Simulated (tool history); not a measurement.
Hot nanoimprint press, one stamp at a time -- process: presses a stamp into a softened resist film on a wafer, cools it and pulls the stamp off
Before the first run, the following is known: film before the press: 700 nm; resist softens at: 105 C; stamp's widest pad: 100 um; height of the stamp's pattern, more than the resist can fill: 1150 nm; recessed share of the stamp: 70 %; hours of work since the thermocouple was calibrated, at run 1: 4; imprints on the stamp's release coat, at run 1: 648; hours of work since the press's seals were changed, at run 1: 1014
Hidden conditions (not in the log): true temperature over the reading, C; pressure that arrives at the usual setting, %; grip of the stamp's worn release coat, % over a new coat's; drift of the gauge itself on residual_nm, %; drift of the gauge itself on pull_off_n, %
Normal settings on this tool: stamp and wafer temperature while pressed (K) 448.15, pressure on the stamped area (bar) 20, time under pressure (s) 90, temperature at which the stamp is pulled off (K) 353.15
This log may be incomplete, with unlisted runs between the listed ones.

run	hour	stamp and wafer temperature while pressed (K)	pressure on the stamped area (bar)	time under pressure (s)	temperature at which the stamp is pulled off (K)	hours of work since the thermocouple was calibrated	imprints on the stamp's release coat	hours of work since the press's seals were changed	resist left under the stamp's widest pad (angstrom)	greatest force while the stamp is pulled off (N)
1	0	448.15	20	90	353.15	4	648	1014	3981	241
2	22.8	448.15	20	90	353.15	20	700	1030	3966	252
3	48.6	448.15	20	71	353.15	39	758	1048	4253	248
4	79.7	448.15	20	71	353.15	60	829	1070	4268	248
5	103.8	448.15	20	90	353.15	77	884	1087	3977	262
6	120.1	448.15	20	90	349.15	89	921	1099	4003	268
7	137.8	448.15	20	90	349.15	101	962	1111	3973	264
8	157.2	448.15	20	90	353.15	115	1006	1125	3984	257
9	188	448.15	29.9	84	353.15	136	1076	1146	3420	271
10	207.2	448.15	29.9	84	353.15	150	1120	1160	3414	264
11	241.7	439.15	21.7	82	353.15	174	1198	1184	5163	259
12	274.4	437.15	21.7	82	344.15	197	1273	1207	5349	273
13	297.5	441.15	20	93	353.15	213	1325	1223	4844	268
14	314.1	444.15	20	93	360.15	225	1363	1235	4470	258
15	346.1	444.15	20	93	360.15	247	1436	1257	4449	254
16	376.3	457.15	20	47	342.15	269	1505	1278	3848	292

Alternative continuations, all from the tool just after run 16; predict every row:
A	397.2	439.15	20	90	353.15	283	1552	1293	?	?
B	397.2	452.15	20	90	353.15	283	1552	1293	?	?
C	397.2	456.15	20	90	339.15	283	1552	1293	?	?
D	397.2	457.15	12.2	47	340.15	283	1552	1293	?	?

run	resist left under the stamp's widest pad (angstrom)	greatest force while the stamp is pulled off (N)
A	5194	263
B	3561	280
C	3158	296
D	4635	290
Take away the tool's hidden state, keep each run's random variation, and the runs would have read:
run	resist left under the stamp's widest pad (angstrom)	greatest force while the stamp is pulled off (N)
A	4999	225
B	3380	239
C	2995	253
D	4492	248
